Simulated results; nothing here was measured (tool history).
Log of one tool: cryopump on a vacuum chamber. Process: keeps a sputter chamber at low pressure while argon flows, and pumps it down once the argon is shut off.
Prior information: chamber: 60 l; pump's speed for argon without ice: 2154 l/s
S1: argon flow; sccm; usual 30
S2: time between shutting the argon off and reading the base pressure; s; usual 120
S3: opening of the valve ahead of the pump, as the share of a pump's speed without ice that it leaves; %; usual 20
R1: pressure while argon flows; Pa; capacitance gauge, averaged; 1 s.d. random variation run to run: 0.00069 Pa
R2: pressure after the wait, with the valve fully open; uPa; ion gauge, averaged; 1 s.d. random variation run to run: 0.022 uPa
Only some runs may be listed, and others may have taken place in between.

Run 1, hour 0: usual settings. Result: R1 0.1186 Pa, R2 1.96 uPa.
Run 2, hour 94.2: usual settings. Result: R1 0.1197 Pa, R2 2.02 uPa.
At hour 186.7: leaking fittings of the chamber tightened, without venting.
Run 3, hour 202.3: usual settings. Result: R1 0.1222 Pa, R2 0.68 uPa.
Run 4, hour 305.8: usual settings but S1 14 sccm. Result: R1 0.0569 Pa, R2 0.69 uPa.
Run 5, hour 388.1: usual settings but S1 14 sccm. Result: R1 0.0571 Pa, R2 0.73 uPa.
Run 6, hour 500.8: usual settings but S1 22 sccm. Result: R1 0.0928 Pa, R2 0.81 uPa.
At hour 589.8: pump warmed up, emptied and cooled again.
Run 7, hour 595.4: usual settings but S1 22 sccm, S2 42 s. Result: R1 0.0863 Pa, R2 1.64 uPa.
Run 8, hour 679.3: usual settings but S1 22 sccm, S2 42 s. Result: R1 0.0857 Pa, R2 1.67 uPa.
Run 9, hour 773.3: usual settings but S3 26 %. Result: R1 0.0937 Pa, R2 0.87 uPa.
Run 10, hour 863.4: usual settings but S3 26 %. Result: R1 0.094 Pa, R2 0.91 uPa.
Run 11, hour 909.9: usual settings but S3 26 %. Result: R1 0.0944 Pa, R2 0.92 uPa.
Run 12, hour 978.6: usual settings but S3 26 %. Result: R1 0.0949 Pa, R2 0.96 uPa.
Run 13, hour 1088.7: usual settings but S3 26 %. Result: R1 0.0963 Pa, R2 1.01 uPa.
Run 14, hour 1182.8: usual settings but S3 26 %. Result: R1 0.0997 Pa, R2 1.06 uPa.
Run 15, hour 1258.8: usual settings but S3 26 %. Result: R1 0.0995 Pa, R2 1.16 uPa.
At hour 1292.7: pump warmed up, emptied and cooled again.
Run 16, hour 1350.5: usual settings but S2 157 s, S3 52 %. Result: R1 0.0458 Pa, R2 0.86 uPa.
Run 17, hour 1456.2: usual settings but S2 157 s, S3 52 %. Result: R1 0.0473 Pa, R2 0.96 uPa.
Run 18, hour 1519: usual settings but S1 24 sccm, S2 33 s, S3 33 %. Result: R1 0.0591 Pa, R2 2.33 uPa.
Run 19, hour 1596.9: usual settings but S1 35 sccm, S2 89 s. Result: R1 0.1401 Pa, R2 1.38 uPa.
Run 20, hour 1694.6: usual settings but S1 35 sccm, S2 22 s. Result: R1 0.143 Pa, R2 3.31 uPa.
Run 21, hour 1749: usual settings but S1 12 sccm, S2 99 s, S3 25 %. Result: R1 0.0404 Pa, R2 1.39 uPa.
Run 22, hour 1842.7: usual settings but S1 40 sccm, S2 93 s. Result: R1 0.1655 Pa, R2 1.51 uPa.
Run 23, hour 1953.9: usual settings but S1 28 sccm, S2 175 s, S3 44 %. Result: R1 0.0574 Pa, R2 1.29 uPa.
At hour 1997.3: pump warmed up, emptied and cooled again.
Run 24, hour 2058.8: usual settings but S1 14 sccm, S2 21 s, S3 16 %. Result: R1 0.0695 Pa, R2 3.44 uPa.
Run 25, hour 2137.5: usual settings but S1 13 sccm, S3 17 %. Result: R1 0.061 Pa, R2 1.33 uPa.
Run 26, hour 2191.2: usual settings but S1 16 sccm, S3 37 %. Result: R1 0.0346 Pa, R2 1.39 uPa.
Run 27, hour 2300.2: usual settings but S1 19 sccm, S3 27 %. Result: R1 0.058 Pa, R2 1.42 uPa.

Run 28, settings as shown, results not yet in. Your forecast:
Run 28, hour 2397: usual settings but S1 19 sccm, S3 27 %. Result: R1 ?, R2 ?.

{"run 28": {"R1": 0.0575, "R2": 1.51}}
Without the tool's hidden state the same run would have given R1 0.0543 Pa, R2 0.61 uPa.
